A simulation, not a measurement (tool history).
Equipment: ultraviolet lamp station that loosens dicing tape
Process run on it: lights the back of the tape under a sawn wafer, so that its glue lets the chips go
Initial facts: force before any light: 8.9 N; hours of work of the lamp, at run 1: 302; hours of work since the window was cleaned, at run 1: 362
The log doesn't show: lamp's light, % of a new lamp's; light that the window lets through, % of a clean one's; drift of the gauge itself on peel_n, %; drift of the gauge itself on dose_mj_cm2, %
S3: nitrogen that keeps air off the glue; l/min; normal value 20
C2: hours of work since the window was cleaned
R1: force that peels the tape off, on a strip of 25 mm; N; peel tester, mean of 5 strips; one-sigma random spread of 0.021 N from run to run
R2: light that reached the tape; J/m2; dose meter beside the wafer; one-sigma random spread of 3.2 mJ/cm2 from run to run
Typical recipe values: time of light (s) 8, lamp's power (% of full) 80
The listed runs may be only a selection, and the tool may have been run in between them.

run 1 day=0 | time_of_light_(s)=8 lamp's_power_(%_of_full)=80 S3=20 | hours_of_work_of_the_lamp=302 C2=362 | R1=1.397 R2=4310
run 2 day=3.304 | time_of_light_(s)=8 lamp's_power_(%_of_full)=80 S3=16 | hours_of_work_of_the_lamp=352 C2=412 | R1=1.618 R2=4240
run 3 day=4.854 | time_of_light_(s)=8 lamp's_power_(%_of_full)=80 S3=16 | hours_of_work_of_the_lamp=376 C2=436 | R1=1.65 R2=4220
run 4 day=8.588 | time_of_light_(s)=8 lamp's_power_(%_of_full)=80 S3=7 | hours_of_work_of_the_lamp=433 C2=493 | R1=2.789 R2=4060
run 5 day=11.954 | time_of_light_(s)=8 lamp's_power_(%_of_full)=80 S3=7 | hours_of_work_of_the_lamp=485 C2=545 | R1=2.731 R2=3980
run 6 day=13.812 | time_of_light_(s)=8 lamp's_power_(%_of_full)=77 S3=7 | hours_of_work_of_the_lamp=513 C2=574 | R1=2.992 R2=3770
run 7 day=16.129 | time_of_light_(s)=8 lamp's_power_(%_of_full)=77 S3=7 | hours_of_work_of_the_lamp=549 C2=609 | R1=3.023 R2=3740
-- day=17.525 window cleaned of glue's vapour
run 8 day=18.933 | time_of_light_(s)=8 lamp's_power_(%_of_full)=82 S3=20 | hours_of_work_of_the_lamp=592 C2=22 | R1=1.792 R2=3640
run 9 day=21.433 | time_of_light_(s)=8 lamp's_power_(%_of_full)=80 S3=20 | hours_of_work_of_the_lamp=630 C2=60 | R1=1.996 R2=3520
run 10 day=24.025 | time_of_light_(s)=8 lamp's_power_(%_of_full)=80 S3=20 | hours_of_work_of_the_lamp=670 C2=100 | R1=2.013 R2=3510
run 11 day=27.696 | time_of_light_(s)=8 lamp's_power_(%_of_full)=80 S3=20 | hours_of_work_of_the_lamp=726 C2=156 | R1=2.047 R2=3350
run 12 day=29.738 | time_of_light_(s)=4 lamp's_power_(%_of_full)=80 S3=20 | hours_of_work_of_the_lamp=757 C2=187 | R1=4.279 R2=1690
-- day=30.296 window cleaned of glue's vapour, once more
run 13 day=31.538 | time_of_light_(s)=8 lamp's_power_(%_of_full)=80 S3=33 | hours_of_work_of_the_lamp=784 C2=19 | R1=1.078 R2=4100
run 14 day=33.646 | time_of_light_(s)=8 lamp's_power_(%_of_full)=80 S3=33 | hours_of_work_of_the_lamp=817 C2=51 | R1=1.103 R2=4070
run 15 day=37.342 | time_of_light_(s)=8 lamp's_power_(%_of_full)=80 S3=33 | hours_of_work_of_the_lamp=874 C2=108 | R1=1.202 R2=3930
run 16 day=41.158 | time_of_light_(s)=5 lamp's_power_(%_of_full)=69 S3=33 | hours_of_work_of_the_lamp=932 C2=167 | R1=3.03 R2=2070
run 17 day=44.079 | time_of_light_(s)=12 lamp's_power_(%_of_full)=80 S3=7 | hours_of_work_of_the_lamp=977 C2=211 | R1=1.769 R2=5610
run 18 day=46.95 | time_of_light_(s)=8 lamp's_power_(%_of_full)=95 S3=35 | hours_of_work_of_the_lamp=1021 C2=255 | R1=0.939 R2=4390
run 19 day=49.254 | time_of_light_(s)=8 lamp's_power_(%_of_full)=67 S3=20 | hours_of_work_of_the_lamp=1056 C2=291 | R1=2.385 R2=3050
run 20 day=52.842 | time_of_light_(s)=8 lamp's_power_(%_of_full)=67 S3=20 | hours_of_work_of_the_lamp=1111 C2=346 | R1=2.534 R2=2960
run 21 day=55.083 | time_of_light_(s)=8 lamp's_power_(%_of_full)=89 S3=20 | hours_of_work_of_the_lamp=1146 C2=380 | R1=1.643 R2=3840
run 22 day=58.046 | time_of_light_(s)=8 lamp's_power_(%_of_full)=80 S3=7 | hours_of_work_of_the_lamp=1191 C2=426 | R1=3.351 R2=3370
run 23 day=61.812 | time_of_light_(s)=15 lamp's_power_(%_of_full)=79 S3=20 | hours_of_work_of_the_lamp=1249 C2=483 | R1=0.681 R2=6070
run 24 day=64.375 | time_of_light_(s)=15 lamp's_power_(%_of_full)=79 S3=20 | hours_of_work_of_the_lamp=1288 C2=523 | R1=0.739 R2=5920
run 25 day=66.825 | time_of_light_(s)=8 lamp's_power_(%_of_full)=80 S3=12 | hours_of_work_of_the_lamp=1326 C2=560 | R1=2.882 R2=3110
run 26 day=69.225 | time_of_light_(s)=8 lamp's_power_(%_of_full)=80 S3=12 | hours_of_work_of_the_lamp=1362 C2=597 | R1=2.988 R2=3090
run 27 day=71.167 | time_of_light_(s)=8 lamp's_power_(%_of_full)=91 S3=17 | hours_of_work_of_the_lamp=1392 C2=627 | R1=2.145 R2=3430
-- day=71.421 window cleaned of glue's vapour
run 28 day=74.95 | time_of_light_(s)=11 lamp's_power_(%_of_full)=68 S3=29 | hours_of_work_of_the_lamp=1450 C2=54 | R1=1.258 R2=3910
run 29 day=76.683 | time_of_light_(s)=4 lamp's_power_(%_of_full)=98 S3=8 | hours_of_work_of_the_lamp=1477 C2=81 | R1=4.715 R2=2020
run 30 day=79.196 | time_of_light_(s)=14 lamp's_power_(%_of_full)=64 S3=40 | hours_of_work_of_the_lamp=1515 C2=119 | R1=0.83 R2=4540

Some steps in R1 between neighbouring runs. How much of each would the tool show without its hidden state too (settings, what came in, random variation), and how much is left for the hidden state, with any gauge scatter that isn't in both results?
Run 12 -> 13: time of light (s) 4 -> 8, S3 20 -> 33, window cleaned of glue's vapour, once more. R1 -3.201 N: hidden state -0.973, all else -2.228.
Run 22 -> 23: time of light (s) 8 -> 15, lamp's power (% of full) 80 -> 79, S3 7 -> 20. R1 -2.67 N: hidden state -0.83, all else -1.84.
Run 24 -> 25: time of light (s) 15 -> 8, lamp's power (% of full) 79 -> 80, S3 20 -> 12. R1 +2.143 N: hidden state +0.907, all else +1.236.
Run 28 -> 29: time of light (s) 11 -> 4, lamp's power (% of full) 68 -> 98, S3 29 -> 8. R1 +3.457 N: hidden state +0.585, all else +2.872.
Run 29 -> 30: time of light (s) 4 -> 14, lamp's power (% of full) 98 -> 64, S3 8 -> 40. R1 -3.885 N: hidden state -0.769, all else -3.116.

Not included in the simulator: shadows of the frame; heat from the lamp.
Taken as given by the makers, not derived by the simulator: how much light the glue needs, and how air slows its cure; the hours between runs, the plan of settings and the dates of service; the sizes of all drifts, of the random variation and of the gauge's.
